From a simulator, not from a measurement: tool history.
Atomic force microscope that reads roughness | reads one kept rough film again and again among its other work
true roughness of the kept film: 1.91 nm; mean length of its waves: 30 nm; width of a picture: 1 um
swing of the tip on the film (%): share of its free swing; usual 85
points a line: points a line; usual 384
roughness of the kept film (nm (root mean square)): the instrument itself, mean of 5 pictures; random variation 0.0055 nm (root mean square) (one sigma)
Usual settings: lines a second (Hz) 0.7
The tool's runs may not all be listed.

| run | hour | lines a second (Hz) | swing of the tip on the film (%) | points a line | roughness of the kept film (nm (root mean square)) |
|---|---|---|---|---|---|
| 1 | 0 | 0.7 | 85 | 384 | 1.64 |
| 2 | 29.7 | 0.7 | 85 | 384 | 1.629 |
| 3 | 54.1 | 0.7 | 85 | 384 | 1.616 |
| 4 | 71.3 | 0.7 | 85 | 384 | 1.616 |
| 5 | 97.1 | 0.7 | 85 | 357 | 1.6 |
| 6 | 126.6 | 0.7 | 85 | 384 | 1.597 |
| 7 | 150.1 | 0.7 | 85 | 384 | 1.597 |
| 8 | 178.9 | 0.7 | 88 | 384 | 1.665 |
| 9 | 194.3 | 0.7 | 85 | 384 | 1.68 |
| 10 | 217 | 0.7 | 85 | 384 | 1.671 |
| 11 | 249.1 | 0.7 | 76 | 384 | 1.681 |
| 12 | 278.3 | 0.7 | 76 | 384 | 1.684 |
| 13 | 295.7 | 0.7 | 76 | 384 | 1.679 |
| 14 | 317.1 | 0.7 | 76 | 384 | 1.67 |
| 15 | 331.9 | 3.321 | 85 | 384 | 1.348 |
| 16 | 347.7 | 3.321 | 85 | 384 | 1.34 |
| 17 | 373.2 | 3.321 | 85 | 384 | 1.336 |
| 18 | 394.9 | 3.321 | 85 | 384 | 1.33 |
| 19 | 420.2 | 0.7 | 85 | 384 | 1.604 |
| 20 | 438.4 | 0.7 | 85 | 384 | 1.591 |
| 21 | 454.4 | 0.7 | 85 | 384 | 1.59 |
| 22 | 469.5 | 0.7 | 85 | 329 | 1.686 |
| 23 | 488.2 | 0.717 | 85 | 384 | 1.682 |
| 24 | 509.2 | 0.7 | 63 | 384 | 1.742 |
| 25 | 532 | 0.7 | 72 | 384 | 1.721 |
| 26 | 546.4 | 0.7 | 72 | 384 | 1.707 |
| 27 | 572.1 | 0.7 | 76 | 904 | 1.694 |
| 28 | 588.5 | 2.562 | 76 | 904 | 1.55 |
| 29 | 604.1 | 1.251 | 85 | 384 | 1.574 |
| 30 | 627.8 | 1.005 | 58 | 384 | 1.706 |
| 31 | 651.6 | 0.7 | 58 | 384 | 1.698 |
| 32 | 678 | 3.477 | 58 | 925 | 1.622 |
| 33 | 704.6 | 3.477 | 58 | 925 | 1.608 |
| 34 | 722.1 | 3.477 | 58 | 925 | 1.61 |
| 35 | 750.7 | 3.927 | 56 | 453 | 1.585 |
| 36 | 782.4 | 3.327 | 85 | 384 | 1.378 |
| 37 | 810.3 | 3.327 | 61 | 372 | 1.636 |
| 38 | 833.9 | 3.327 | 61 | 372 | 1.623 |
| 39 | 860.5 | 0.854 | 87 | 372 | 1.619 |
| 40 | 892.4 | 0.854 | 87 | 372 | 1.601 |
| 41 | 907.5 | 1.277 | 70 | 776 | 1.647 |
| 42 | 921.6 | 1.277 | 70 | 776 | 1.648 |
| 43 | 944.7 | 1.277 | 81 | 776 | 1.58 |
| 44 | 977 | 1.381 | 57 | 373 | 1.658 |
| 45 | 1005.6 | 1.301 | 74 | 911 | 1.596 |
| 46 | 1022.6 | 1.301 | 74 | 911 | 1.592 |
| 47 | 1040.4 | 1.301 | 74 | 911 | 1.585 |
| 48 | 1062.3 | 1.301 | 74 | 911 | 1.704 |
| 49 | 1080.9 | 1.301 | 74 | 911 | 1.693 |
| 50 | 1095.9 | 1.301 | 74 | 911 | 1.687 |
| 51 | 1125.9 | 1.301 | 74 | 911 | 1.678 |
| 52 | 1154.7 | 1.301 | 74 | 911 | 1.668 |

Not shown: 4 entries that the log had between the listed runs. Between which runs, and how does the tool's hidden state differ before and after?
Between runs 7 and 8: new tip fitted (hour 168.9)
  radius of the tip, nm: 15.2 -> 7.9; height scale over the true one, %: 0.27 -> 0.29
  measured less the result without the state, roughness of the kept film (nm (root mean square)): -0.098 -> -0.007
Between runs 21 and 22: new tip fitted (hour 461.5)
  radius of the tip, nm: 15.7 -> 7.6; height scale over the true one, %: 0.45 -> 0.46
  measured less the result without the state, roughness of the kept film (nm (root mean square)): -0.101 -> +0
Between runs 35 and 36: new tip fitted (hour 753.3)
  radius of the tip, nm: 15.5 -> 9.4; height scale over the true one, %: 0.63 -> 0.64
  measured less the result without the state, roughness of the kept film (nm (root mean square)): -0.096 -> -0.018
Between runs 47 and 48: new tip fitted (hour 1045.8)
  radius of the tip, nm: 16.7 -> 7.7; height scale over the true one, %: 0.8 -> 0.81
  measured less the result without the state, roughness of the kept film (nm (root mean square)): -0.109 -> +0.004
